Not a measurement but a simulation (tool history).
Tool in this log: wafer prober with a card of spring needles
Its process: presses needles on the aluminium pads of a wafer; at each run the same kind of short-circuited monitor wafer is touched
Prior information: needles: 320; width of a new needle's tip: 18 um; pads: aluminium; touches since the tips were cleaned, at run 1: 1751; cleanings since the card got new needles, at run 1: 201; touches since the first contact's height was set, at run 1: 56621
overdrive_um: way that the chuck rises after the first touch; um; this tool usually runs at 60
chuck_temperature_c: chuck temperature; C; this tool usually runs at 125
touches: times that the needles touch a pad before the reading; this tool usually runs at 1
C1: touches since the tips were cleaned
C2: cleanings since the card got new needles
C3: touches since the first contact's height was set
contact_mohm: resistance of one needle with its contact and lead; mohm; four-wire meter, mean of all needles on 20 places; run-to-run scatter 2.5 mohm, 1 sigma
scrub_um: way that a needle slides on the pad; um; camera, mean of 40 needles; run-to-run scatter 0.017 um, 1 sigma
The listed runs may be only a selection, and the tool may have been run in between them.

{"run": 1, "hour": 0.0, "overdrive_um": 60, "chuck_temperature_c": 125, "touches": 1, "C1": 1751, "C2": 201, "C3": 56621, "contact_mohm": 414, "scrub_um": 8.22}
{"hour": 10.3, "done": "tips cleaned on abrasive film"}
{"hour": 27.4, "done": "tips cleaned on abrasive film"}
{"hour": 44.5, "done": "tips cleaned on abrasive film"}
{"hour": 58.2, "done": "tips cleaned on abrasive film"}
{"hour": 71.9, "done": "tips cleaned on abrasive film"}
{"run": 2, "hour": 77.1, "overdrive_um": 60, "chuck_temperature_c": 125, "touches": 1, "C1": 2098, "C2": 206, "C3": 87526, "contact_mohm": 444, "scrub_um": 8.1}
{"hour": 87.4, "done": "tips cleaned on abrasive film"}
{"hour": 104.5, "done": "tips cleaned on abrasive film"}
{"hour": 118.2, "done": "tips cleaned on abrasive film"}
{"run": 3, "hour": 125.3, "overdrive_um": 60, "chuck_temperature_c": 125, "touches": 1, "C1": 2860, "C2": 209, "C3": 106846, "contact_mohm": 500, "scrub_um": 8.11}
{"hour": 132.2, "done": "tips cleaned on abrasive film"}
{"hour": 145.9, "done": "tips cleaned on abrasive film"}
{"hour": 163.0, "done": "tips cleaned on abrasive film"}
{"hour": 176.7, "done": "tips cleaned on abrasive film"}
{"run": 4, "hour": 183.5, "overdrive_um": 60, "chuck_temperature_c": 125, "touches": 1, "C1": 2720, "C2": 213, "C3": 130146, "contact_mohm": 490, "scrub_um": 8.06}
{"hour": 193.8, "done": "tips cleaned on abrasive film"}
{"hour": 207.5, "done": "tips cleaned on abrasive film"}
{"hour": 221.2, "done": "tips cleaned on abrasive film"}
{"hour": 234.9, "done": "tips cleaned on abrasive film"}
{"hour": 248.6, "done": "tips cleaned on abrasive film"}
{"run": 5, "hour": 256.2, "overdrive_um": 60, "chuck_temperature_c": 125, "touches": 1, "C1": 3046, "C2": 218, "C3": 159255, "contact_mohm": 510, "scrub_um": 8.01}
{"hour": 263.1, "done": "tips cleaned on abrasive film"}
{"hour": 276.8, "done": "tips cleaned on abrasive film"}
{"hour": 290.5, "done": "tips cleaned on abrasive film"}
{"hour": 304.2, "done": "tips cleaned on abrasive film"}
{"hour": 321.3, "done": "tips cleaned on abrasive film"}
{"run": 6, "hour": 322.3, "overdrive_um": 60, "chuck_temperature_c": 125, "touches": 1, "C1": 424, "C2": 223, "C3": 185742, "contact_mohm": 373, "scrub_um": 7.94}
{"hour": 336.0, "done": "tips cleaned on abrasive film"}
{"hour": 349.7, "done": "tips cleaned on abrasive film"}
{"hour": 363.4, "done": "tips cleaned on abrasive film"}
{"hour": 377.1, "done": "tips cleaned on abrasive film"}
{"hour": 380.6, "done": "tips cleaned on abrasive film, once more"}
{"run": 7, "hour": 382.1, "overdrive_um": 60, "chuck_temperature_c": 59, "touches": 1, "C1": 578, "C2": 228, "C3": 209641, "contact_mohm": 348, "scrub_um": 7.88}
{"hour": 395.8, "done": "tips cleaned on abrasive film"}
{"hour": 409.5, "done": "tips cleaned on abrasive film"}
{"hour": 420.0, "done": "height of the first contact set anew"}
{"hour": 426.9, "done": "tips cleaned on abrasive film"}
{"hour": 440.6, "done": "tips cleaned on abrasive film"}
{"hour": 454.3, "done": "tips cleaned on abrasive film"}
{"hour": 468.0, "done": "tips cleaned on abrasive film"}
{"run": 8, "hour": 472.0, "overdrive_um": 51, "chuck_temperature_c": 125, "touches": 1, "C1": 1598, "C2": 234, "C3": 20802, "contact_mohm": 492, "scrub_um": 7.05}
{"hour": 482.3, "done": "tips cleaned on abrasive film"}
{"hour": 496.0, "done": "tips cleaned on abrasive film"}
{"hour": 513.1, "done": "tips cleaned on abrasive film"}
{"hour": 526.8, "done": "tips cleaned on abrasive film"}
{"run": 9, "hour": 534.6, "overdrive_um": 60, "chuck_temperature_c": 125, "touches": 1, "C1": 3149, "C2": 238, "C3": 45903, "contact_mohm": 502, "scrub_um": 8.26}
{"hour": 541.5, "done": "tips cleaned on abrasive film"}
{"hour": 555.2, "done": "tips cleaned on abrasive film"}
{"hour": 568.9, "done": "tips cleaned on abrasive film"}
{"hour": 582.6, "done": "tips cleaned on abrasive film"}
{"hour": 599.7, "done": "tips cleaned on abrasive film"}
{"hour": 613.4, "done": "tips cleaned on abrasive film"}
{"run": 10, "hour": 620.8, "overdrive_um": 47, "chuck_temperature_c": 34, "touches": 1, "C1": 2961, "C2": 244, "C3": 80416, "contact_mohm": 642, "scrub_um": 6.37}
{"hour": 627.6, "done": "tips cleaned on abrasive film"}
{"hour": 641.3, "done": "tips cleaned on abrasive film"}
{"hour": 658.5, "done": "tips cleaned on abrasive film"}
{"hour": 675.6, "done": "tips cleaned on abrasive film"}
{"hour": 689.3, "done": "tips cleaned on abrasive film"}
{"run": 11, "hour": 690.1, "overdrive_um": 47, "chuck_temperature_c": 89, "touches": 1, "C1": 333, "C2": 249, "C3": 108179, "contact_mohm": 417, "scrub_um": 6.32}
{"hour": 703.8, "done": "tips cleaned on abrasive film"}
{"hour": 720.9, "done": "tips cleaned on abrasive film"}
{"hour": 734.6, "done": "tips cleaned on abrasive film"}
{"hour": 748.3, "done": "tips cleaned on abrasive film"}
{"run": 12, "hour": 749.6, "overdrive_um": 42, "chuck_temperature_c": 74, "touches": 1, "C1": 516, "C2": 253, "C3": 132013, "contact_mohm": 441, "scrub_um": 5.59}
{"hour": 763.3, "done": "tips cleaned on abrasive film"}
{"hour": 780.4, "done": "tips cleaned on abrasive film"}
{"hour": 794.1, "done": "tips cleaned on abrasive film"}
{"run": 13, "hour": 794.8, "overdrive_um": 78, "chuck_temperature_c": 51, "touches": 1, "C1": 272, "C2": 256, "C3": 150118, "contact_mohm": 309, "scrub_um": 10.53}
{"hour": 808.5, "done": "tips cleaned on abrasive film"}
{"hour": 822.2, "done": "tips cleaned on abrasive film"}
{"hour": 835.9, "done": "tips cleaned on abrasive film"}
{"run": 14, "hour": 841.3, "overdrive_um": 78, "chuck_temperature_c": 51, "touches": 1, "C1": 2167, "C2": 259, "C3": 168749, "contact_mohm": 380, "scrub_um": 10.52}
{"hour": 851.6, "done": "tips cleaned on abrasive film"}
{"hour": 865.3, "done": "tips cleaned on abrasive film"}
{"hour": 879.0, "done": "tips cleaned on abrasive film"}
{"hour": 892.7, "done": "tips cleaned on abrasive film"}
{"run": 15, "hour": 894.1, "overdrive_um": 60, "chuck_temperature_c": 86, "touches": 1, "C1": 565, "C2": 263, "C3": 189891, "contact_mohm": 389, "scrub_um": 7.97}
{"hour": 907.8, "done": "tips cleaned on abrasive film"}
{"hour": 921.5, "done": "tips cleaned on abrasive film"}
{"hour": 935.2, "done": "tips cleaned on abrasive film"}
{"hour": 948.9, "done": "tips cleaned on abrasive film"}
{"hour": 966.0, "done": "tips cleaned on abrasive film"}
{"hour": 979.9, "done": "height of the first contact set anew"}
{"hour": 983.4, "done": "tips cleaned on abrasive film"}
{"run": 16, "hour": 990.3, "overdrive_um": 40, "chuck_temperature_c": 86, "touches": 1, "C1": 2796, "C2": 269, "C3": 4168, "contact_mohm": 830, "scrub_um": 5.56}
{"hour": 997.2, "done": "tips cleaned on abrasive film"}
{"hour": 1010.9, "done": "tips cleaned on abrasive film"}
{"hour": 1024.6, "done": "tips cleaned on abrasive film"}
{"hour": 1038.3, "done": "tips cleaned on abrasive film"}
{"hour": 1052.0, "done": "tips cleaned on abrasive film"}
{"run": 17, "hour": 1057.2, "overdrive_um": 40, "chuck_temperature_c": 125, "touches": 1, "C1": 2090, "C2": 274, "C3": 30952, "contact_mohm": 685, "scrub_um": 5.48}
{"hour": 1067.5, "done": "tips cleaned on abrasive film"}
{"hour": 1081.2, "done": "tips cleaned on abrasive film"}
{"hour": 1094.9, "done": "tips cleaned on abrasive film"}
{"hour": 1108.6, "done": "tips cleaned on abrasive film"}
{"hour": 1125.7, "done": "tips cleaned on abrasive film"}
{"hour": 1139.5, "done": "tips cleaned on abrasive film"}
{"hour": 1153.2, "done": "tips cleaned on abrasive film"}
{"run": 18, "hour": 1154.6, "overdrive_um": 40, "chuck_temperature_c": 125, "touches": 1, "C1": 566, "C2": 281, "C3": 69927, "contact_mohm": 518, "scrub_um": 5.41}

Describe how what the log doesn't record of the tool's condition differs between the last listed run preceding each entry between runs and the first listed run following it.
Runs 1 to 2: tips cleaned on abrasive film (hour 10.3); tips cleaned on abrasive film (hour 27.4); tips cleaned on abrasive film (hour 44.5); tips cleaned on abrasive film (hour 58.2); tips cleaned on abrasive film (hour 71.9)
  debris on the tips, nm: 35.7 -> 35.8; way that the needles fall short of the set height, um: 0.76 -> 1.45; tips' diameter, um: 23.32 -> 25.58
  difference, measured minus the result without the unlogged condition, contact_mohm: +125 -> +154 mohm; scrub_um: -0.11 -> -0.20 um
Runs 2 to 3: tips cleaned on abrasive film (hour 87.4); tips cleaned on abrasive film (hour 104.5); tips cleaned on abrasive film (hour 118.2)
  debris on the tips, nm: 35.8 -> 50.9; way that the needles fall short of the set height, um: 1.45 -> 1.66; tips' diameter, um: 25.58 -> 25.66
  difference, measured minus the result without the unlogged condition, contact_mohm: +154 -> +214 mohm; scrub_um: -0.20 -> -0.23 um
Runs 3 to 4: tips cleaned on abrasive film (hour 132.2); tips cleaned on abrasive film (hour 145.9); tips cleaned on abrasive film (hour 163.0); tips cleaned on abrasive film (hour 176.7)
  debris on the tips, nm: 50.9 -> 44.9; way that the needles fall short of the set height, um: 1.66 -> 1.93; tips' diameter, um: 25.66 -> 25.75
  difference, measured minus the result without the unlogged condition, contact_mohm: +214 -> +198 mohm; scrub_um: -0.23 -> -0.27 um
Runs 4 to 5: tips cleaned on abrasive film (hour 193.8); tips cleaned on abrasive film (hour 207.5); tips cleaned on abrasive film (hour 221.2); tips cleaned on abrasive film (hour 234.9); tips cleaned on abrasive film (hour 248.6)
  debris on the tips, nm: 44.9 -> 49.4; way that the needles fall short of the set height, um: 1.93 -> 2.3; tips' diameter, um: 25.75 -> 25.88
  difference, measured minus the result without the unlogged condition, contact_mohm: +198 -> +220 mohm; scrub_um: -0.27 -> -0.32 um
Runs 5 to 6: tips cleaned on abrasive film (hour 263.1); tips cleaned on abrasive film (hour 276.8); tips cleaned on abrasive film (hour 290.5); tips cleaned on abrasive film (hour 304.2); tips cleaned on abrasive film (hour 321.3)
  debris on the tips, nm: 49.4 -> 16.3; way that the needles fall short of the set height, um: 2.3 -> 2.66; tips' diameter, um: 25.88 -> 26
  difference, measured minus the result without the unlogged condition, contact_mohm: +220 -> +83 mohm; scrub_um: -0.32 -> -0.37 um
Runs 6 to 7: tips cleaned on abrasive film (hour 336.0); tips cleaned on abrasive film (hour 349.7); tips cleaned on abrasive film (hour 363.4); tips cleaned on abrasive film (hour 377.1); tips cleaned on abrasive film, once more (hour 380.6)
  debris on the tips, nm: 16.3 -> 13.1; way that the needles fall short of the set height, um: 2.66 -> 3.03; tips' diameter, um: 26 -> 26.14
  difference, measured minus the result without the unlogged condition, contact_mohm: +83 -> +76 mohm; scrub_um: -0.37 -> -0.42 um
Runs 7 to 8: tips cleaned on abrasive film (hour 395.8); tips cleaned on abrasive film (hour 409.5); height of the first contact set anew (hour 420.0); tips cleaned on abrasive film (hour 426.9); tips cleaned on abrasive film (hour 440.6); tips cleaned on abrasive film (hour 454.3); tips cleaned on abrasive film (hour 468.0)
  debris on the tips, nm: 13.1 -> 32.5; way that the needles fall short of the set height, um: 3.03 -> 0.28; tips' diameter, um: 26.14 -> 26.3
  difference, measured minus the result without the unlogged condition, contact_mohm: +76 -> +195 mohm; scrub_um: -0.42 -> -0.04 um
Runs 8 to 9: tips cleaned on abrasive film (hour 482.3); tips cleaned on abrasive film (hour 496.0); tips cleaned on abrasive film (hour 513.1); tips cleaned on abrasive film (hour 526.8)
  debris on the tips, nm: 32.5 -> 48.2; way that the needles fall short of the set height, um: 0.28 -> 0.58; tips' diameter, um: 26.3 -> 26.4
  difference, measured minus the result without the unlogged condition, contact_mohm: +195 -> +211 mohm; scrub_um: -0.04 -> -0.08 um
Runs 9 to 10: tips cleaned on abrasive film (hour 541.5); tips cleaned on abrasive film (hour 555.2); tips cleaned on abrasive film (hour 568.9); tips cleaned on abrasive film (hour 582.6); tips cleaned on abrasive film (hour 599.7); tips cleaned on abrasive film (hour 613.4)
  debris on the tips, nm: 48.2 -> 45.8; way that the needles fall short of the set height, um: 0.58 -> 1.03; tips' diameter, um: 26.4 -> 26.56
  difference, measured minus the result without the unlogged condition, contact_mohm: +211 -> +374 mohm; scrub_um: -0.08 -> -0.14 um
Runs 10 to 11: tips cleaned on abrasive film (hour 627.6); tips cleaned on abrasive film (hour 641.3); tips cleaned on abrasive film (hour 658.5); tips cleaned on abrasive film (hour 675.6); tips cleaned on abrasive film (hour 689.3)
  debris on the tips, nm: 45.8 -> 14.8; way that the needles fall short of the set height, um: 1.03 -> 1.45; tips' diameter, um: 26.56 -> 26.71
  difference, measured minus the result without the unlogged condition, contact_mohm: +374 -> +128 mohm; scrub_um: -0.14 -> -0.21 um
Runs 11 to 12: tips cleaned on abrasive film (hour 703.8); tips cleaned on abrasive film (hour 720.9); tips cleaned on abrasive film (hour 734.6); tips cleaned on abrasive film (hour 748.3)
  debris on the tips, nm: 14.8 -> 13.5; way that the needles fall short of the set height, um: 1.45 -> 1.75; tips' diameter, um: 26.71 -> 26.81
  difference, measured minus the result without the unlogged condition, contact_mohm: +128 -> +153 mohm; scrub_um: -0.21 -> -0.24 um
Runs 12 to 13: tips cleaned on abrasive film (hour 763.3); tips cleaned on abrasive film (hour 780.4); tips cleaned on abrasive film (hour 794.1)
  debris on the tips, nm: 13.5 -> 12.3; way that the needles fall short of the set height, um: 1.75 -> 1.96; tips' diameter, um: 26.81 -> 26.88
  difference, measured minus the result without the unlogged condition, contact_mohm: +153 -> +46 mohm; scrub_um: -0.24 -> -0.27 um
Runs 13 to 14: tips cleaned on abrasive film (hour 808.5); tips cleaned on abrasive film (hour 822.2); tips cleaned on abrasive film (hour 835.9)
  debris on the tips, nm: 12.3 -> 36.2; way that the needles fall short of the set height, um: 1.96 -> 2.17; tips' diameter, um: 26.88 -> 26.96
  difference, measured minus the result without the unlogged condition, contact_mohm: +46 -> +118 mohm; scrub_um: -0.27 -> -0.30 um
Runs 14 to 15: tips cleaned on abrasive film (hour 851.6); tips cleaned on abrasive film (hour 865.3); tips cleaned on abrasive film (hour 879.0); tips cleaned on abrasive film (hour 892.7)
  debris on the tips, nm: 36.2 -> 19.8; way that the needles fall short of the set height, um: 2.17 -> 2.49; tips' diameter, um: 26.96 -> 27.07
  difference, measured minus the result without the unlogged condition, contact_mohm: +118 -> +111 mohm; scrub_um: -0.30 -> -0.34 um
Runs 15 to 16: tips cleaned on abrasive film (hour 907.8); tips cleaned on abrasive film (hour 921.5); tips cleaned on abrasive film (hour 935.2); tips cleaned on abrasive film (hour 948.9); tips cleaned on abrasive film (hour 966.0); height of the first contact set anew (hour 979.9); tips cleaned on abrasive film (hour 983.4)
  debris on the tips, nm: 19.8 -> 51; way that the needles fall short of the set height, um: 2.49 -> 0.07; tips' diameter, um: 27.07 -> 27.22
  difference, measured minus the result without the unlogged condition, contact_mohm: +111 -> +535 mohm; scrub_um: -0.34 -> +0.00 um
Runs 16 to 17: tips cleaned on abrasive film (hour 997.2); tips cleaned on abrasive film (hour 1010.9); tips cleaned on abrasive film (hour 1024.6); tips cleaned on abrasive film (hour 1038.3); tips cleaned on abrasive film (hour 1052.0)
  debris on the tips, nm: 51 -> 36.8; way that the needles fall short of the set height, um: 0.07 -> 0.48; tips' diameter, um: 27.22 -> 27.36
  difference, measured minus the result without the unlogged condition, contact_mohm: +535 -> +379 mohm; scrub_um: +0.00 -> -0.06 um
Runs 17 to 18: tips cleaned on abrasive film (hour 1067.5); tips cleaned on abrasive film (hour 1081.2); tips cleaned on abrasive film (hour 1094.9); tips cleaned on abrasive film (hour 1108.6); tips cleaned on abrasive film (hour 1125.7); tips cleaned on abrasive film (hour 1139.5); tips cleaned on abrasive film (hour 1153.2)
  debris on the tips, nm: 36.8 -> 18.7; way that the needles fall short of the set height, um: 0.48 -> 0.99; tips' diameter, um: 27.36 -> 27.54
  difference, measured minus the result without the unlogged condition, contact_mohm: +379 -> +212 mohm; scrub_um: -0.06 -> -0.13 um

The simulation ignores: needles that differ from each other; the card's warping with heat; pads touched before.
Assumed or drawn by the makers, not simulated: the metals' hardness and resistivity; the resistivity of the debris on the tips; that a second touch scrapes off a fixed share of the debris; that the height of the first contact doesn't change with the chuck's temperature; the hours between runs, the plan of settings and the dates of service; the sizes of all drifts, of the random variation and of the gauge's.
